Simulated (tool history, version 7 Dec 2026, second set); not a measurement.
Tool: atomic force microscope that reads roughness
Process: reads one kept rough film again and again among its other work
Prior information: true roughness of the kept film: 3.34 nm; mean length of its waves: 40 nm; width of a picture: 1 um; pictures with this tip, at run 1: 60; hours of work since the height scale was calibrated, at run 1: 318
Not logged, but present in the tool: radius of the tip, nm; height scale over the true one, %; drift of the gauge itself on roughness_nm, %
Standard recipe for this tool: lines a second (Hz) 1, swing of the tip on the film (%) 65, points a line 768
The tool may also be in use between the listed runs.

run,hour,lines a second (Hz),swing of the tip on the film (%),points a line,pictures with this tip,hours of work since the height scale was calibrated,roughness of the kept film (nm (root mean square))
1,0,1,65,768,60,318,3.026
2,28.3,1,65,768,97,332,3.012
3,55.2,1,65,768,131,344,2.954
4,80.6,1,63,768,164,356,2.908
# hour 95.8: new tip fitted
5,103.7,1,63,768,10,367,3.116
6,116.4,1,63,768,27,373,3.102
7,134.3,1,63,768,50,382,3.069
8,148.4,1,63,768,68,388,3.051
9,167,1,65,768,92,397,3.01
10,192.4,1,65,768,124,409,2.951
11,219.1,1,65,768,159,422,2.927
# hour 238.9: new tip fitted
12,248.9,1,65,553,12,436,3.092
13,268.6,1,65,768,38,445,3.038
14,288.2,1,65,768,63,454,3.02
15,300.4,1,65,768,79,460,3.004
16,327,1,65,408,113,472,2.948
17,342.6,1,65,408,133,480,2.936
18,367.7,1,65,408,165,492,2.887
# hour 381.2: new tip fitted
19,381.6,1,65,408,0,498,3.115
20,402.5,1,65,768,27,508,3.072
21,426.9,1,65,768,59,519,3.062
22,447.5,0.55,65,330,85,529,3.036
23,466,1.05,86,914,109,538,2.784
24,482.6,1.59,65,768,130,546,2.885
25,496.1,1.59,65,768,148,552,2.86
26,513.9,1.59,65,768,171,561,2.84
# hour 524.8: new tip fitted
27,529.6,1.74,65,290,6,568,3.026
28,544,1.74,65,290,25,575,2.99
29,568.7,1.74,63,768,57,586,3.007
30,593,0.67,87,962,88,598,2.897
31,617.7,1,65,776,120,609,2.963
32,645.3,1.02,61,776,155,623,2.944
33,660,2.22,86,628,174,629,2.488
# hour 666.9: new tip fitted
34,684.4,1.46,70,587,23,641,3.009
35,713.4,0.87,70,296,60,655,3.001
36,733.4,0.87,70,296,86,664,2.984
37,760.6,1.42,76,843,121,677,2.82
38,781.8,1,59,747,148,687,2.959
# hour 808.6: new tip fitted
39,808.9,1.03,80,864,0,699,3.022

Below are 5 alternative next runs, each starting from the tool's condition after run 39. Predict each:
A,822.1,2.62,75,679,17,706,?
B,822.1,1.03,80,285,17,706,?
C,822.1,2.4,72,768,17,706,?
D,822.1,0.73,64,768,17,706,?
E,822.1,1,65,334,17,706,?

run,roughness of the kept film (nm (root mean square))
A,2.801
B,2.974
C,2.871
D,3.152
E,3.093
Had the tool no hidden state, the same runs would have come out as:
run,roughness of the kept film (nm (root mean square))
A,2.795
B,2.967
C,2.864
D,3.145
E,3.086

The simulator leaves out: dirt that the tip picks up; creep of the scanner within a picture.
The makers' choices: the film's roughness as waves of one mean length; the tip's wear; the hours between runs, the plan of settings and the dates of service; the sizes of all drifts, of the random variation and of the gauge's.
